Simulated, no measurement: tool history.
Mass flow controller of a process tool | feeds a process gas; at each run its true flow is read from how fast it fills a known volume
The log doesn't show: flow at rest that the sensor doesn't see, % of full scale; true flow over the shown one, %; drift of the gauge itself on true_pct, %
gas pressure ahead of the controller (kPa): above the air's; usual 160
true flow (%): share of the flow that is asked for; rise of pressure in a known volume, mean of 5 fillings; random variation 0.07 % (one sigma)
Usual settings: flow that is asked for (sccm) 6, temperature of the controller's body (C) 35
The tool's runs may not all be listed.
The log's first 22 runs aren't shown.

run,hour,flow that is asked for (sccm),gas pressure ahead of the controller (kPa),temperature of the controller's body (C),hours of work since the controller was set to zero,hours of work since the controller was changed,true flow (%)
23,7555.6,6,160,23,4390,4390,96.58
24,8049.7,6,160,23,4602,4602,96.67
25,8451.5,6,255,35,4774,4774,97.68
26,8752.9,2,205,35,4903,4903,98.31
27,9237.9,2,274,29,5111,5111,98.59
28,9541.5,2,274,29,5242,5242,98.74
29,9843.6,7,145,25,5371,5371,96.38
30,10069.3,14,151,39,5468,5468,97.63
31,10442.1,2,247,35,5628,5628,98.76
32,10886.2,2,247,35,5818,5818,98.73
33,11122,2,247,35,5919,5919,98.73
34,11493.6,6,157,23,6079,6079,96.33
35,11714.6,6,160,30,6174,6174,96.49
36,12083,6,193,30,6331,6331,96.83
37,12480,6,193,30,6502,6502,96.81
38,12849.7,4,251,30,6660,6660,97.38
39,13175.4,3,230,31,6800,6800,97.63
40,13592.4,3,199,35,6979,6979,97.59
41,13912.3,5,160,29,7116,7116,96.51
# hour 13945.4: controller's zero set anew
42,14203.9,6,160,23,111,7241,94.89
43,14405.1,7,167,39,197,7327,95.7
44,14830.6,6,223,22,380,7509,95.28

Forecast run 45:
45,15132.8,4,256,36,509,7639,?

true flow (%): 95.71
Without the tool's hidden state the same run would have given true flow (%) 98.01.
